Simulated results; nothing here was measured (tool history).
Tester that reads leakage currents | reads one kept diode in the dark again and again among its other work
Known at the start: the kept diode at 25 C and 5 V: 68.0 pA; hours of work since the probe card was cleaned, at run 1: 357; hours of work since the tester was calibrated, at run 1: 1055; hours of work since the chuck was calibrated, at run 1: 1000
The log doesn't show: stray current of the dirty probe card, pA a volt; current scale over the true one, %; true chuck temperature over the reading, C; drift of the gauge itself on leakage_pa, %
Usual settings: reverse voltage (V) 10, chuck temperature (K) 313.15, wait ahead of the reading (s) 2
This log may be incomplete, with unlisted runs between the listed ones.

run,hour,reverse voltage (V),chuck temperature (K),wait ahead of the reading (s),hours of work since the probe card was cleaned,hours of work since the tester was calibrated,hours of work since the chuck was calibrated,current that the tester gives (pA)
1,0,10,313.15,2,357,1055,1000,369.23
2,44.1,10,313.15,2,388,1086,1031,370.49
3,73.3,10,313.15,2,409,1107,1052,370.63
4,120.6,10,313.15,2,442,1140,1085,369.27
5,146.8,7.5,313.15,2,461,1158,1104,317.81
6,173.5,7.5,313.15,4.63,480,1177,1122,318.43
7,222.9,10,313.15,1.26,515,1212,1157,372.74
8,243.1,10,313.15,1.26,529,1226,1172,370.83
9,291.9,10,305.15,2,563,1261,1206,186.06
10,318.1,10,294.15,2,582,1279,1224,71.33
11,340.1,10,324.15,2,597,1295,1240,933.69
12,377.4,10,324.15,2,624,1321,1266,929.02
# hour 383.5: chuck's temperature calibrated
13,419.4,10,324.15,2,652,1349,25,899.12
14,451.7,10,324.15,2,675,1372,48,901.5
15,491.6,2.9,313.15,2,703,1400,76,188.96
# hour 538: chuck's temperature calibrated, once more
16,543,2.9,313.15,2,738,1435,4,207.8
17,586.6,10,313.15,2,768,1466,34,396.8
18,622.1,10,294.15,2,793,1491,59,79.62
19,651.6,10,294.15,2,814,1512,80,79.97
20,683.9,10,313.15,1.35,837,1535,103,398.42
21,728.1,10,313.15,1.35,868,1566,134,397.86
22,768.1,10,313.15,1.35,896,1594,162,399.16
23,803.1,15.6,330.15,1.35,921,1619,187,1987.84
24,825.1,15.6,330.15,1.35,937,1634,203,1995.5
25,861.5,10,296.15,2,962,1660,228,95.79
26,888.8,10,322.15,2,982,1679,248,842.12
27,934.8,10,330.15,0.78,1014,1712,280,1576.85
28,960.8,10,303.15,0.78,1033,1730,298,172.54
29,1005.9,9.5,298.15,2,1064,1762,330,110.04
30,1031.4,9.5,298.15,2,1082,1780,348,111.18
31,1058.2,9.5,298.15,2,1101,1799,367,111.31
32,1093.4,9.5,298.15,2,1126,1824,392,111.26
33,1121,9.5,298.15,2,1146,1843,411,112
34,1152.4,3,300.15,1.67,1168,1865,434,67.75
35,1183.8,3,300.15,1.67,1190,1887,456,67.78
36,1222.6,1.1,314.15,4.44,1217,1915,483,134.77
37,1264,5.9,301.15,1.33,1246,1944,512,108.68
38,1292.4,5.9,301.15,1.33,1266,1964,532,109.18
39,1322.1,1.5,301.15,2.51,1287,1985,553,50.71
40,1348.3,4.2,305.15,0.41,1306,2003,572,127.29
41,1394.7,4.2,305.15,0.41,1339,2036,605,128.53

What if the next run were any one of these 3? Each begins from the tool's condition after run 41:
A,1415.2,2.8,318.15,1.4,1353,2051,619,?
B,1415.2,10,316.15,2,1353,2051,619,?
C,1415.2,13.1,294.15,0.41,1353,2051,619,?

run,current that the tester gives (pA)
A,306.92
B,507.22
C,108.6
Without the tool's unlogged condition, the same runs would have read:
run,current that the tester gives (pA)
A,312
B,502.72
C,81.1
